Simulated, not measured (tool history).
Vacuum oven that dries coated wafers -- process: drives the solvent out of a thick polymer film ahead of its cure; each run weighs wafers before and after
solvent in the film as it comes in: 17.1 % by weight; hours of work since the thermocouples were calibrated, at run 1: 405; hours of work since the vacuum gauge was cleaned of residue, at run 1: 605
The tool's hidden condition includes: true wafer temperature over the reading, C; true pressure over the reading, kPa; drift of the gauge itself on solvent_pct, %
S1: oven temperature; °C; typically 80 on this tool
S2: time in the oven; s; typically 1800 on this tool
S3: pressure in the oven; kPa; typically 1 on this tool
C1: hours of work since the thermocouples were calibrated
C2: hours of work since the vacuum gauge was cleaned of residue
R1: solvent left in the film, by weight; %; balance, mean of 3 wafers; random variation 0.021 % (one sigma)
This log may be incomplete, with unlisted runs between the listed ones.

{"run": 1, "hour": 0.0, "S1": 80, "S2": 1800, "S3": 1, "C1": 405, "C2": 605, "R1": 2.37}
{"run": 2, "hour": 13.7, "S1": 80, "S2": 1800, "S3": 1, "C1": 414, "C2": 614, "R1": 2.31}
{"run": 3, "hour": 35.5, "S1": 80, "S2": 1800, "S3": 1, "C1": 428, "C2": 628, "R1": 2.39}
{"run": 4, "hour": 57.1, "S1": 80, "S2": 1800, "S3": 1, "C1": 443, "C2": 642, "R1": 2.36}
{"run": 5, "hour": 81.8, "S1": 80, "S2": 1800, "S3": 1, "C1": 459, "C2": 658, "R1": 2.38}
{"run": 6, "hour": 98.2, "S1": 76, "S2": 1800, "S3": 1, "C1": 470, "C2": 669, "R1": 3.56}
{"run": 7, "hour": 118.6, "S1": 76, "S2": 1800, "S3": 1, "C1": 483, "C2": 682, "R1": 3.56}
{"run": 8, "hour": 144.8, "S1": 80, "S2": 1800, "S3": 1, "C1": 500, "C2": 700, "R1": 2.4}
{"run": 9, "hour": 173.0, "S1": 80, "S2": 1800, "S3": 1.68, "C1": 519, "C2": 718, "R1": 2.81}
{"run": 10, "hour": 187.7, "S1": 80, "S2": 1800, "S3": 1.68, "C1": 528, "C2": 728, "R1": 2.87}
{"run": 11, "hour": 216.3, "S1": 80, "S2": 1800, "S3": 1.68, "C1": 547, "C2": 747, "R1": 2.86}
{"run": 12, "hour": 228.1, "S1": 80, "S2": 1800, "S3": 1.68, "C1": 555, "C2": 754, "R1": 2.84}
{"run": 13, "hour": 246.6, "S1": 80, "S2": 1800, "S3": 1.68, "C1": 567, "C2": 766, "R1": 2.84}
{"run": 14, "hour": 268.9, "S1": 80, "S2": 2340, "S3": 1.68, "C1": 582, "C2": 781, "R1": 2.22}
{"run": 15, "hour": 296.3, "S1": 80, "S2": 2340, "S3": 1.68, "C1": 600, "C2": 799, "R1": 2.23}
{"run": 16, "hour": 319.8, "S1": 80, "S2": 2340, "S3": 1.68, "C1": 615, "C2": 814, "R1": 2.22}
{"run": 17, "hour": 347.9, "S1": 80, "S2": 1800, "S3": 1, "C1": 633, "C2": 833, "R1": 2.42}
{"run": 18, "hour": 364.8, "S1": 80, "S2": 1800, "S3": 1.22, "C1": 644, "C2": 844, "R1": 2.53}
{"run": 19, "hour": 386.3, "S1": 80, "S2": 1800, "S3": 1.22, "C1": 659, "C2": 858, "R1": 2.52}
{"hour": 390.8, "done": "oven's thermocouples calibrated"}
{"run": 20, "hour": 409.8, "S1": 80, "S2": 1800, "S3": 1.22, "C1": 12, "C2": 872, "R1": 2.46}
{"run": 21, "hour": 425.4, "S1": 80, "S2": 1800, "S3": 0.65, "C1": 23, "C2": 882, "R1": 2.06}
{"run": 22, "hour": 450.1, "S1": 80, "S2": 1800, "S3": 0.65, "C1": 39, "C2": 899, "R1": 2.09}
{"hour": 456.1, "done": "oven's thermocouples calibrated, once more"}
{"run": 23, "hour": 472.5, "S1": 80, "S2": 1800, "S3": 1, "C1": 11, "C2": 912, "R1": 2.62}
{"run": 24, "hour": 495.9, "S1": 80, "S2": 1800, "S3": 1, "C1": 26, "C2": 927, "R1": 2.63}
{"run": 25, "hour": 519.5, "S1": 73, "S2": 1800, "S3": 1.11, "C1": 42, "C2": 943, "R1": 5.02}
{"run": 26, "hour": 532.0, "S1": 73, "S2": 1020, "S3": 1.11, "C1": 50, "C2": 951, "R1": 7.6}
{"run": 27, "hour": 552.7, "S1": 73, "S2": 1020, "S3": 1.11, "C1": 63, "C2": 965, "R1": 7.61}
{"run": 28, "hour": 572.8, "S1": 74, "S2": 2460, "S3": 1.05, "C1": 77, "C2": 978, "R1": 3.39}
{"run": 29, "hour": 592.0, "S1": 74, "S2": 2460, "S3": 1.05, "C1": 89, "C2": 990, "R1": 3.36}
{"run": 30, "hour": 620.5, "S1": 68, "S2": 1140, "S3": 0.56, "C1": 108, "C2": 1009, "R1": 8.57}
{"run": 31, "hour": 642.7, "S1": 68, "S2": 1140, "S3": 0.56, "C1": 122, "C2": 1024, "R1": 8.61}
{"run": 32, "hour": 670.1, "S1": 95, "S2": 1800, "S3": 2.3, "C1": 140, "C2": 1042, "R1": 1.23}
{"run": 33, "hour": 690.2, "S1": 85, "S2": 1140, "S3": 3.2, "C1": 153, "C2": 1055, "R1": 4.04}
{"run": 34, "hour": 701.9, "S1": 85, "S2": 1140, "S3": 3.2, "C1": 161, "C2": 1062, "R1": 4.03}
{"run": 35, "hour": 723.5, "S1": 80, "S2": 2700, "S3": 1, "C1": 175, "C2": 1077, "R1": 1.66}
{"run": 36, "hour": 751.2, "S1": 80, "S2": 2700, "S3": 1, "C1": 194, "C2": 1095, "R1": 1.66}
{"run": 37, "hour": 763.9, "S1": 80, "S2": 1980, "S3": 2.23, "C1": 202, "C2": 1103, "R1": 3.23}
{"run": 38, "hour": 778.0, "S1": 77, "S2": 1800, "S3": 0.62, "C1": 211, "C2": 1112, "R1": 3.25}
{"run": 39, "hour": 791.8, "S1": 74, "S2": 1800, "S3": 0.62, "C1": 220, "C2": 1121, "R1": 4.28}
{"run": 40, "hour": 816.3, "S1": 80, "S2": 2400, "S3": 0.69, "C1": 236, "C2": 1138, "R1": 1.62}
{"run": 41, "hour": 839.0, "S1": 80, "S2": 3060, "S3": 2.79, "C1": 251, "C2": 1152, "R1": 2.82}
{"run": 42, "hour": 865.1, "S1": 80, "S2": 3060, "S3": 2.79, "C1": 268, "C2": 1170, "R1": 2.85}
{"run": 43, "hour": 878.5, "S1": 80, "S2": 1800, "S3": 0.54, "C1": 277, "C2": 1178, "R1": 2.3}
{"run": 44, "hour": 901.8, "S1": 80, "S2": 1800, "S3": 0.54, "C1": 292, "C2": 1194, "R1": 2.28}
{"run": 45, "hour": 916.5, "S1": 80, "S2": 1020, "S3": 3.71, "C1": 302, "C2": 1203, "R1": 6.43}
{"run": 46, "hour": 938.3, "S1": 93, "S2": 1800, "S3": 0.51, "C1": 316, "C2": 1217, "R1": 0.57}
{"run": 47, "hour": 966.5, "S1": 78, "S2": 1020, "S3": 1.86, "C1": 335, "C2": 1236, "R1": 6.12}

3 ways to go on from here, each from the tool as it stands after run 47. What would each give?
{"run": "A", "hour": 978.3, "S1": 83, "S2": 1200, "S3": 0.7, "C1": 342, "C2": 1244, "R1": "?"}
{"run": "B", "hour": 978.3, "S1": 78, "S2": 2340, "S3": 1.86, "C1": 342, "C2": 1244, "R1": "?"}
{"run": "C", "hour": 978.3, "S1": 74, "S2": 1920, "S3": 1.68, "C1": 342, "C2": 1244, "R1": "?"}

run=A R1=2.97
run=B R1=3
run=C R1=4.8
Without the tool's hidden state the same runs would have given:
run=A R1=2.79
run=B R1=2.68
run=C R1=4.53

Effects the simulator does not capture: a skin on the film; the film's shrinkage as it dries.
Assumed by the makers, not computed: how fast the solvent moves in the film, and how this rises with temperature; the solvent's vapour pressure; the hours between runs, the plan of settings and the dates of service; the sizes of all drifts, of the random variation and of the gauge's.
